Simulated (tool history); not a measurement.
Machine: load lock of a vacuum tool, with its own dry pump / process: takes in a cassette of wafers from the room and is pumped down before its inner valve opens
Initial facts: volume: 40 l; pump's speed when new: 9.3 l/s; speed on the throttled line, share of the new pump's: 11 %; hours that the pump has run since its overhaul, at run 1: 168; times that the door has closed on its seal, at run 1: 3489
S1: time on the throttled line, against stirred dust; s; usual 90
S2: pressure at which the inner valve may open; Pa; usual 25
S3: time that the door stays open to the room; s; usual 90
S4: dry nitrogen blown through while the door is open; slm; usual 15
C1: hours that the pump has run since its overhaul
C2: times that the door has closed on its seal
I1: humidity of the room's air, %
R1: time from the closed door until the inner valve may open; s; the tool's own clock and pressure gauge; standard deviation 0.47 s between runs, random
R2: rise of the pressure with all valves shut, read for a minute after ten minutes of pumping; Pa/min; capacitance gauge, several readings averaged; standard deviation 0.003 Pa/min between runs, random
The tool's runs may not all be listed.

| run | hour | S1 | S2 | S3 | S4 | C1 | C2 | I1 | R1 | R2 |
|---|---|---|---|---|---|---|---|---|---|---|
| 1 | 0.0 | 90 | 25 | 90 | 15 | 168 | 3489 | 43.9 | 115.5 | 0.085 |
| 2 | 160.9 | 154 | 25 | 90 | 15 | 329 | 4174 | 44.8 | 172.3 | 0.098 |
| 3 | 315.7 | 90 | 25 | 90 | 15 | 483 | 4833 | 44.4 | 115.9 | 0.114 |
| 4 | 544.6 | 90 | 25 | 90 | 15 | 712 | 5807 | 43.7 | 115.7 | 0.121 |
| 5 | 715.9 | 90 | 25 | 90 | 15 | 884 | 6535 | 47.2 | 115.8 | 0.142 |
| 6 | 968.7 | 90 | 25 | 90 | 15 | 1136 | 7611 | 42.6 | 115.8 | 0.170 |
| 7 | 1185.7 | 90 | 25 | 90 | 15 | 1353 | 8534 | 44.5 | 115.9 | 0.193 |
| 8 | 1394.1 | 90 | 25 | 90 | 15 | 1562 | 9421 | 47.0 | 116.3 | 0.209 |
| 9 | 1571.4 | 90 | 25 | 31 | 15 | 1739 | 10175 | 45.3 | 115.7 | 0.223 |
| 10 | 1761.9 | 90 | 25 | 90 | 15 | 1930 | 10986 | 45.2 | 115.7 | 0.253 |
| 11 | 1874.7 | 90 | 25 | 90 | 15 | 2042 | 11465 | 44.1 | 116.2 | 0.284 |
| 12 | 2059.2 | 90 | 25 | 90 | 15 | 2227 | 12251 | 45.9 | 116.8 | 0.304 |
| 13 | 2176.9 | 90 | 19 | 90 | 15 | 2345 | 12751 | 46.8 | 118.3 | 0.315 |
| 14 | 2438.7 | 90 | 19 | 90 | 15 | 2606 | 13865 | 44.3 | 117.6 | 0.352 |
| 15 | 2647.9 | 90 | 19 | 90 | 41 | 2816 | 14755 | 42.3 | 118.0 | 0.376 |
| 16 | 2774.8 | 90 | 25 | 90 | 15 | 2942 | 15295 | 46.3 | 116.7 | 0.399 |
| 17 | 3043.6 | 90 | 25 | 90 | 15 | 3211 | 16439 | 45.1 | 117.6 | 0.443 |
| 18 | 3237.8 | 58 | 25 | 238 | 15 | 3405 | 17265 | 46.7 | 88.9 | 0.494 |
| 19 | 3424.2 | 90 | 44 | 90 | 15 | 3592 | 18058 | 44.5 | 114.8 | 0.509 |
| 20 | 3597.9 | 171 | 25 | 82 | 15 | 3766 | 18797 | 44.1 | 189.7 | 0.550 |

Run 21 has not been measured yet. What should we expect?
| 21 | 3782.6 | 76 | 25 | 110 | 10 | 3950 | 19583 | 43.4 | ? | ? |

{"run 21": {"R1": 103.6, "R2": 0.598}}
Take away the tool's hidden state, keep the run-to-run variation as it was, and the same run would have given R1 102.7 s, R2 0.045 Pa/min.
